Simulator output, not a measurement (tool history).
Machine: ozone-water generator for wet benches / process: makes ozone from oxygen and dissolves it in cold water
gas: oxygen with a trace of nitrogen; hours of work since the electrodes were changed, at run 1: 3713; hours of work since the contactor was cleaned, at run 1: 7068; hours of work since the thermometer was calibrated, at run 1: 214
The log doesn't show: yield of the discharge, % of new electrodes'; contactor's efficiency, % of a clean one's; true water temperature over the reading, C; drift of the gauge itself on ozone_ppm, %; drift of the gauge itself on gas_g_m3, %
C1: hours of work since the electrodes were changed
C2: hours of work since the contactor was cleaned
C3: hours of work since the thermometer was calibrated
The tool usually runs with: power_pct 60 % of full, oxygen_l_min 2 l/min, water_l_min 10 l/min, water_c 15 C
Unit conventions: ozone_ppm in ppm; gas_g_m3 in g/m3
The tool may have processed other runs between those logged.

{"run": 1, "hour": 0.0, "power_pct": 60, "oxygen_l_min": 2, "water_l_min": 10, "water_c": 15, "C1": 3713, "C2": 7068, "C3": 214, "ozone_ppm": 17.5, "gas_g_m3": 193.9}
{"run": 2, "hour": 87.3, "power_pct": 60, "oxygen_l_min": 2, "water_l_min": 10, "water_c": 15, "C1": 3787, "C2": 7141, "C3": 288, "ozone_ppm": 17.2, "gas_g_m3": 193.6}
{"run": 3, "hour": 204.5, "power_pct": 60, "oxygen_l_min": 2, "water_l_min": 10, "water_c": 15, "C1": 3885, "C2": 7240, "C3": 386, "ozone_ppm": 17.6, "gas_g_m3": 194.7}
{"run": 4, "hour": 296.1, "power_pct": 60, "oxygen_l_min": 2, "water_l_min": 10, "water_c": 15, "C1": 3962, "C2": 7317, "C3": 463, "ozone_ppm": 17.3, "gas_g_m3": 196.2}
{"hour": 306.7, "done": "contactor cleaned"}
{"run": 5, "hour": 425.5, "power_pct": 60, "oxygen_l_min": 2, "water_l_min": 10, "water_c": 15, "C1": 4068, "C2": 100, "C3": 569, "ozone_ppm": 16.7, "gas_g_m3": 194.2}
{"run": 6, "hour": 509.0, "power_pct": 60, "oxygen_l_min": 2, "water_l_min": 10, "water_c": 15, "C1": 4138, "C2": 170, "C3": 639, "ozone_ppm": 16.5, "gas_g_m3": 194.5}
{"run": 7, "hour": 612.4, "power_pct": 62, "oxygen_l_min": 1.61, "water_l_min": 10, "water_c": 15, "C1": 4225, "C2": 257, "C3": 726, "ozone_ppm": 15.8, "gas_g_m3": 218.1}
{"run": 8, "hour": 677.4, "power_pct": 40, "oxygen_l_min": 1.61, "water_l_min": 10, "water_c": 15, "C1": 4280, "C2": 312, "C3": 781, "ozone_ppm": 11.2, "gas_g_m3": 153.3}
{"run": 9, "hour": 761.2, "power_pct": 41, "oxygen_l_min": 1.61, "water_l_min": 11, "water_c": 12, "C1": 4350, "C2": 382, "C3": 851, "ozone_ppm": 10.8, "gas_g_m3": 156.8}
{"run": 10, "hour": 887.0, "power_pct": 41, "oxygen_l_min": 2.83, "water_l_min": 14, "water_c": 12, "C1": 4456, "C2": 488, "C3": 957, "ozone_ppm": 10.6, "gas_g_m3": 127}
{"run": 11, "hour": 972.9, "power_pct": 60, "oxygen_l_min": 2, "water_l_min": 9, "water_c": 15, "C1": 4528, "C2": 560, "C3": 1029, "ozone_ppm": 17.5, "gas_g_m3": 193.1}
{"run": 12, "hour": 1040.8, "power_pct": 61, "oxygen_l_min": 2, "water_l_min": 10, "water_c": 10, "C1": 4585, "C2": 617, "C3": 1086, "ozone_ppm": 17.4, "gas_g_m3": 196.7}

Describe how what the log doesn't record of the tool's condition differs between the last listed run preceding each entry between runs and the first listed run following it.
Run 4 -> run 5: contactor cleaned (hour 306.7)
  yield of the discharge, % of new electrodes': 95.1 -> 95; contactor's efficiency, % of a clean one's: 88 -> 80.5
  measured minus no-state result, ozone_ppm: -1.9 -> -2.9 ppm; gas_g_m3: -8.9 -> -9 g/m3
